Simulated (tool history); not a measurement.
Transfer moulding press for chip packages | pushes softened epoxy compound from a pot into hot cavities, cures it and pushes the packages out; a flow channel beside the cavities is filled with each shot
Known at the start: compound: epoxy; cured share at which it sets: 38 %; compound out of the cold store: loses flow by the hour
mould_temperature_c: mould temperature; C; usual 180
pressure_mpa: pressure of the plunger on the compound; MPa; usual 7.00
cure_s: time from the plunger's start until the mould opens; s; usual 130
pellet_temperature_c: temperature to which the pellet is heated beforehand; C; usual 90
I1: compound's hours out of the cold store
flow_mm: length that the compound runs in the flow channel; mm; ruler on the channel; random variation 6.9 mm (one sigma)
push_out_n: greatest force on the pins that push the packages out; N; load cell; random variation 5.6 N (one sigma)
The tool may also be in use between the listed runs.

run 1 day=0.000 | mould_temperature_c=180 pressure_mpa=7.00 cure_s=130 pellet_temperature_c=90 | I1=47.9 | flow_mm=683 push_out_n=252
run 2 day=0.250 | mould_temperature_c=180 pressure_mpa=8.73 cure_s=130 pellet_temperature_c=90 | I1=20.6 | flow_mm=807 push_out_n=255
run 3 day=0.500 | mould_temperature_c=174 pressure_mpa=7.00 cure_s=130 pellet_temperature_c=90 | I1=42.7 | flow_mm=694 push_out_n=378
run 4 day=0.912 | mould_temperature_c=174 pressure_mpa=7.00 cure_s=120 pellet_temperature_c=90 | I1=27.1 | flow_mm=742 push_out_n=444
run 5 day=1.196 | mould_temperature_c=174 pressure_mpa=7.00 cure_s=120 pellet_temperature_c=90 | I1=28.5 | flow_mm=729 push_out_n=458
run 6 day=1.538 | mould_temperature_c=180 pressure_mpa=7.00 cure_s=130 pellet_temperature_c=90 | I1=39.6 | flow_mm=697 push_out_n=292
run 7 day=1.933 | mould_temperature_c=180 pressure_mpa=7.00 cure_s=130 pellet_temperature_c=90 | I1=8.2 | flow_mm=739 push_out_n=304
run 8 day=2.221 | mould_temperature_c=180 pressure_mpa=7.00 cure_s=130 pellet_temperature_c=90 | I1=22.9 | flow_mm=726 push_out_n=319
-- day=2.596 cavities cleaned with cleaning compound and waxed
run 9 day=2.629 | mould_temperature_c=180 pressure_mpa=7.00 cure_s=130 pellet_temperature_c=86 | I1=30.7 | flow_mm=707 push_out_n=198
run 10 day=2.875 | mould_temperature_c=180 pressure_mpa=5.88 cure_s=130 pellet_temperature_c=90 | I1=39.7 | flow_mm=636 push_out_n=203
run 11 day=3.192 | mould_temperature_c=180 pressure_mpa=5.88 cure_s=130 pellet_temperature_c=90 | I1=18.4 | flow_mm=663 push_out_n=209
-- day=3.608 plunger's sealing rings changed
run 12 day=3.612 | mould_temperature_c=180 pressure_mpa=7.00 cure_s=130 pellet_temperature_c=90 | I1=30.7 | flow_mm=746 push_out_n=227
run 13 day=4.083 | mould_temperature_c=180 pressure_mpa=7.00 cure_s=130 pellet_temperature_c=90 | I1=21.0 | flow_mm=778 push_out_n=247
run 14 day=4.412 | mould_temperature_c=180 pressure_mpa=7.00 cure_s=130 pellet_temperature_c=90 | I1=17.2 | flow_mm=765 push_out_n=268
run 15 day=4.658 | mould_temperature_c=180 pressure_mpa=6.06 cure_s=154 pellet_temperature_c=90 | I1=45.3 | flow_mm=672 push_out_n=238
run 16 day=4.929 | mould_temperature_c=180 pressure_mpa=6.06 cure_s=154 pellet_temperature_c=90 | I1=36.7 | flow_mm=678 push_out_n=240
run 17 day=5.383 | mould_temperature_c=180 pressure_mpa=6.06 cure_s=154 pellet_temperature_c=90 | I1=24.4 | flow_mm=702 push_out_n=247
run 18 day=5.767 | mould_temperature_c=180 pressure_mpa=8.00 cure_s=128 pellet_temperature_c=90 | I1=44.4 | flow_mm=765 push_out_n=295
run 19 day=6.225 | mould_temperature_c=186 pressure_mpa=8.30 cure_s=128 pellet_temperature_c=82 | I1=16.6 | flow_mm=827 push_out_n=273
-- day=6.629 cavities cleaned with cleaning compound and waxed
run 20 day=6.675 | mould_temperature_c=186 pressure_mpa=8.30 cure_s=128 pellet_temperature_c=82 | I1=16.2 | flow_mm=817 push_out_n=175
run 21 day=6.946 | mould_temperature_c=186 pressure_mpa=8.30 cure_s=128 pellet_temperature_c=82 | I1=41.4 | flow_mm=776 push_out_n=196
run 22 day=7.242 | mould_temperature_c=172 pressure_mpa=8.30 cure_s=128 pellet_temperature_c=96 | I1=31.0 | flow_mm=829 push_out_n=352
run 23 day=7.612 | mould_temperature_c=172 pressure_mpa=8.30 cure_s=128 pellet_temperature_c=96 | I1=19.9 | flow_mm=847 push_out_n=372
run 24 day=8.075 | mould_temperature_c=172 pressure_mpa=5.62 cure_s=131 pellet_temperature_c=90 | I1=10.7 | flow_mm=722 push_out_n=387
run 25 day=8.392 | mould_temperature_c=180 pressure_mpa=5.31 cure_s=158 pellet_temperature_c=86 | I1=36.5 | flow_mm=648 push_out_n=222
run 26 day=8.846 | mould_temperature_c=180 pressure_mpa=6.33 cure_s=158 pellet_temperature_c=86 | I1=43.0 | flow_mm=684 push_out_n=240
run 27 day=9.038 | mould_temperature_c=180 pressure_mpa=6.52 cure_s=137 pellet_temperature_c=91 | I1=16.7 | flow_mm=741 push_out_n=265
run 28 day=9.500 | mould_temperature_c=177 pressure_mpa=6.84 cure_s=117 pellet_temperature_c=81 | I1=12.0 | flow_mm=770 push_out_n=421

The same runs without the tool's hidden state, with the same run-to-run variation:
The hidden state here: true mould temperature over the reading, C; pressure that reaches the compound, % of what is set; grip of the stained cavities, % over clean ones'; drift of the gauge itself on flow_mm, %; drift of the gauge itself on push_out_n, %.
run=1 flow_mm=722 push_out_n=200
run=2 flow_mm=854 push_out_n=194
run=3 flow_mm=734 push_out_n=285
run=4 flow_mm=786 push_out_n=320
run=5 flow_mm=772 push_out_n=322
run=6 flow_mm=739 push_out_n=196
run=7 flow_mm=785 push_out_n=197
run=8 flow_mm=772 push_out_n=207
run=9 flow_mm=752 push_out_n=196
run=10 flow_mm=677 push_out_n=192
run=11 flow_mm=707 push_out_n=186
run=12 flow_mm=748 push_out_n=191
run=13 flow_mm=780 push_out_n=195
run=14 flow_mm=768 push_out_n=205
run=15 flow_mm=675 push_out_n=175
run=16 flow_mm=681 push_out_n=171
run=17 flow_mm=707 push_out_n=168
run=18 flow_mm=771 push_out_n=197
run=19 flow_mm=834 push_out_n=175
run=20 flow_mm=824 push_out_n=173
run=21 flow_mm=783 push_out_n=183
run=22 flow_mm=838 push_out_n=322
run=23 flow_mm=857 push_out_n=319
run=24 flow_mm=732 push_out_n=312
run=25 flow_mm=657 push_out_n=166
run=26 flow_mm=694 push_out_n=170
run=27 flow_mm=753 push_out_n=187
run=28 flow_mm=783 push_out_n=291
